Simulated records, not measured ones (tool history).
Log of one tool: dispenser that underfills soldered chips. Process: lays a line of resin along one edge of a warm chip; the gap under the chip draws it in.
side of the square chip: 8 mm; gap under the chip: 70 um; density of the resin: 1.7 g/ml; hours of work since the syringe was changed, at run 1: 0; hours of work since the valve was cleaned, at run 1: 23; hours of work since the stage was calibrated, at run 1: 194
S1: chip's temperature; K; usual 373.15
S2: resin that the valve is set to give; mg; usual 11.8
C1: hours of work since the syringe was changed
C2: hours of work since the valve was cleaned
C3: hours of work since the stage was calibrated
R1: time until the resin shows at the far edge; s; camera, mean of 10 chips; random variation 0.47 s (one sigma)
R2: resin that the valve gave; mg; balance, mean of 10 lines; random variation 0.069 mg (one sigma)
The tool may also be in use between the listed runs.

Run 1, hour 0.0: usual settings; C1 0; C2 23; C3 194. Result: R1 36.5 s, R2 11.47 mg.
Run 2, hour 8.4: usual settings; C1 7; C2 29; C3 201. Result: R1 48.2 s, R2 11.49 mg.
At hour 9.4: new syringe of resin.
Run 3, hour 16.0: usual settings; C1 5; C2 35; C3 206. Result: R1 44.5 s, R2 11.38 mg.
At hour 18.9: new syringe of resin.
Run 4, hour 22.1: usual settings; C1 2; C2 40; C3 211. Result: R1 40.3 s, R2 11.41 mg.
At hour 28.4: new syringe of resin.
Run 5, hour 30.0: usual settings but S1 363.15 K; C1 1; C2 46; C3 217. Result: R1 52.7 s, R2 11.38 mg.
At hour 38.2: new syringe of resin.
Run 6, hour 40.1: usual settings but S1 363.15 K; C1 1; C2 53; C3 224. Result: R1 54.6 s, R2 11.25 mg.
Run 7, hour 44.7: usual settings but S1 363.15 K, S2 14.1 mg; C1 5; C2 57; C3 228. Result: R1 63.1 s, R2 13.49 mg.
At hour 48.2: new syringe of resin.
Run 8, hour 52.5: usual settings but S1 363.15 K, S2 14.1 mg; C1 3; C2 63; C3 234. Result: R1 58.6 s, R2 13.37 mg.
At hour 57.7: new syringe of resin.
Run 9, hour 59.7: usual settings but S1 363.15 K, S2 14.1 mg; C1 2; C2 68; C3 239. Result: R1 52.9 s, R2 13.26 mg.
At hour 67.5: new syringe of resin.
Run 10, hour 67.5: usual settings but S1 363.15 K, S2 14.1 mg; C1 0; C2 74; C3 245. Result: R1 49.5 s, R2 13.31 mg.
At hour 76.9: new syringe of resin.
Run 11, hour 77.1: usual settings but S1 363.15 K, S2 14.1 mg; C1 0; C2 81; C3 252. Result: R1 50.1 s, R2 13.17 mg.
At hour 86.9: new syringe of resin.
Run 12, hour 87.0: usual settings but S1 363.15 K, S2 14.1 mg; C1 0; C2 88; C3 259. Result: R1 49.1 s, R2 13.02 mg.
Run 13, hour 93.1: usual settings but S1 363.15 K, S2 14.1 mg; C1 5; C2 93; C3 264. Result: R1 59.4 s, R2 13.11 mg.
At hour 96.8: new syringe of resin.
Run 14, hour 100.2: usual settings but S1 363.15 K, S2 14.1 mg; C1 3; C2 98; C3 269. Result: R1 55.7 s, R2 13.06 mg.
At hour 106.8: new syringe of resin.
Run 15, hour 109.2: usual settings but S1 374.15 K, S2 13.1 mg; C1 2; C2 105; C3 276. Result: R1 36.7 s, R2 12.10 mg.
At hour 116.9: new syringe of resin.
Run 16, hour 117.0: usual settings but S1 384.15 K, S2 13.1 mg; C1 0; C2 111; C3 282. Result: R1 25.1 s, R2 11.80 mg.
At hour 126.9: new syringe of resin.
Run 17, hour 127.0: usual settings but S1 384.15 K, S2 13.1 mg; C1 0; C2 118; C3 290. Result: R1 25.0 s, R2 11.87 mg.
Run 18, hour 135.9: usual settings but S1 382.15 K, S2 10.1 mg; C1 7; C2 125; C3 296. Result: R1 38.5 s, R2 9.20 mg.
At hour 136.9: new syringe of resin.
Run 19, hour 144.8: usual settings but S1 380.15 K, S2 11.0 mg; C1 6; C2 132; C3 303. Result: R1 37.7 s, R2 9.90 mg.
At hour 146.9: new syringe of resin.
Run 20, hour 150.8: usual settings but S1 364.15 K, S2 11.9 mg; C1 3; C2 136; C3 308. Result: R1 57.2 s, R2 10.65 mg.
At hour 154.8: dispensing valve cleaned and set on the balance.
Run 21, hour 156.9: usual settings but S1 364.15 K, S2 11.9 mg; C1 7; C2 2; C3 312. Result: R1 64.6 s, R2 11.84 mg.
At hour 157.8: new syringe of resin.
Run 22, hour 163.6: usual settings but S1 362.15 K, S2 10.7 mg; C1 4; C2 7; C3 316. Result: R1 62.5 s, R2 10.62 mg.
At hour 167.6: new syringe of resin.
Run 23, hour 170.7: usual settings but S1 386.15 K, S2 13.3 mg; C1 2; C2 12; C3 322. Result: R1 25.1 s, R2 13.25 mg.
Run 24, hour 176.5: usual settings but S1 386.15 K, S2 13.3 mg; C1 7; C2 16; C3 326. Result: R1 30.9 s, R2 13.13 mg.
At hour 177.7: new syringe of resin.
Run 25, hour 185.6: usual settings but S1 376.15 K, S2 11.0 mg; C1 6; C2 23; C3 333. Result: R1 42.3 s, R2 10.73 mg.
At hour 187.4: new syringe of resin.
Run 26, hour 189.9: usual settings but S1 387.15 K, S2 13.3 mg; C1 2; C2 26; C3 336. Result: R1 24.3 s, R2 12.97 mg.
Run 27, hour 195.2: usual settings but S1 387.15 K, S2 13.3 mg; C1 6; C2 30; C3 340. Result: R1 29.1 s, R2 12.95 mg.

Measured less the same run without the tool's hidden state. The same run-to-run variation is in both; the gauge's scatter may not be:
The hidden state here: resin's viscosity, % of fresh resin's; dose that the valve gives, % of what is set; true chip temperature over the reading, C; drift of the gauge itself on fill_s, %; drift of the gauge itself on given_mg, %.
run     R1     R2
  1   +0.3  -0.23
  2  +11.9  -0.29
  3   +8.2  -0.34
  4   +3.9  -0.38
  5   +1.5  -0.44
  6   +3.4  -0.51
  7  +12.1  -0.65
  8   +7.6  -0.71
  9   +2.9  -0.76
 10   -0.8  -0.83
 11   -0.6  -0.91
 12   -1.4  -1.00
 13   +9.3  -1.05
 14   +5.6  -1.11
 15   +2.4  -1.10
 16   -0.2  -1.15
 17   -0.1  -1.24
 18  +10.3  -1.01
 19   +8.9  -1.15
 20   +6.6  -1.30
 21  +15.4  -0.05
 22   +8.7  -0.08
 23   +1.7  -0.15
 24   +7.0  -0.20
 25   +8.6  -0.22
 26   +1.7  -0.30
 27   +6.4  -0.33

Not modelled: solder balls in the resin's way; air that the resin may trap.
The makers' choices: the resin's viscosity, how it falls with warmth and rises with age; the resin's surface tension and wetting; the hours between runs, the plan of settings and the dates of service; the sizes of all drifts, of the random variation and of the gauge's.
